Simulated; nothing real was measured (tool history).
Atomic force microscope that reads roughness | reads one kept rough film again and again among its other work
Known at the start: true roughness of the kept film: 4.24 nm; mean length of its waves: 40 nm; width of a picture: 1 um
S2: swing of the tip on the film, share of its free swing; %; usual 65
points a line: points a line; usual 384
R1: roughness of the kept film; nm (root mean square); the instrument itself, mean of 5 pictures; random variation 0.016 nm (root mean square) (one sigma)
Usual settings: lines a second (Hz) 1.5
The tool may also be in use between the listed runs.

{"run": 1, "day": 0.0, "lines a second (Hz)": 1.5, "S2": 65, "points a line": 384, "R1": 3.856}
{"run": 2, "day": 1.162, "lines a second (Hz)": 1.5, "S2": 65, "points a line": 384, "R1": 3.805}
{"run": 3, "day": 1.858, "lines a second (Hz)": 1.5, "S2": 65, "points a line": 384, "R1": 3.739}
{"run": 4, "day": 2.642, "lines a second (Hz)": 1.5, "S2": 65, "points a line": 384, "R1": 3.701}
{"run": 5, "day": 3.867, "lines a second (Hz)": 1.5, "S2": 65, "points a line": 384, "R1": 3.646}
{"run": 6, "day": 4.688, "lines a second (Hz)": 1.34, "S2": 65, "points a line": 384, "R1": 3.607}
{"run": 7, "day": 5.942, "lines a second (Hz)": 1.34, "S2": 65, "points a line": 384, "R1": 3.522}
{"run": 8, "day": 6.504, "lines a second (Hz)": 1.34, "S2": 65, "points a line": 384, "R1": 3.494}
{"day": 7.371, "done": "new tip fitted"}
{"run": 9, "day": 7.658, "lines a second (Hz)": 1.34, "S2": 65, "points a line": 384, "R1": 3.91}
{"run": 10, "day": 8.371, "lines a second (Hz)": 1.34, "S2": 65, "points a line": 384, "R1": 3.846}
{"run": 11, "day": 9.354, "lines a second (Hz)": 0.71, "S2": 59, "points a line": 378, "R1": 3.874}
{"run": 12, "day": 10.196, "lines a second (Hz)": 0.71, "S2": 59, "points a line": 378, "R1": 3.794}
{"run": 13, "day": 11.258, "lines a second (Hz)": 2.23, "S2": 65, "points a line": 462, "R1": 3.616}
{"run": 14, "day": 12.008, "lines a second (Hz)": 0.78, "S2": 79, "points a line": 469, "R1": 3.635}
{"run": 15, "day": 13.008, "lines a second (Hz)": 2.89, "S2": 56, "points a line": 469, "R1": 3.564}
{"run": 16, "day": 13.983, "lines a second (Hz)": 2.89, "S2": 56, "points a line": 469, "R1": 3.521}
{"run": 17, "day": 14.625, "lines a second (Hz)": 0.51, "S2": 58, "points a line": 300, "R1": 3.559}
{"day": 15.242, "done": "new tip fitted"}
{"run": 18, "day": 15.717, "lines a second (Hz)": 0.54, "S2": 71, "points a line": 384, "R1": 3.94}
{"run": 19, "day": 16.6, "lines a second (Hz)": 0.54, "S2": 61, "points a line": 862, "R1": 3.884}

3 ways to go on from here, each from the tool as it stands after run 19. What would each give?
{"run": "A", "day": 17.404, "lines a second (Hz)": 1.5, "S2": 65, "points a line": 985, "R1": "?"}
{"run": "B", "day": 17.404, "lines a second (Hz)": 0.54, "S2": 61, "points a line": 442, "R1": "?"}
{"run": "C", "day": 17.404, "lines a second (Hz)": 2.32, "S2": 65, "points a line": 384, "R1": "?"}

run=A R1=3.756
run=B R1=3.85
run=C R1=3.729
Without the tool's hidden state the same runs would have given:
run=A R1=3.901
run=B R1=3.999
run=C R1=3.873

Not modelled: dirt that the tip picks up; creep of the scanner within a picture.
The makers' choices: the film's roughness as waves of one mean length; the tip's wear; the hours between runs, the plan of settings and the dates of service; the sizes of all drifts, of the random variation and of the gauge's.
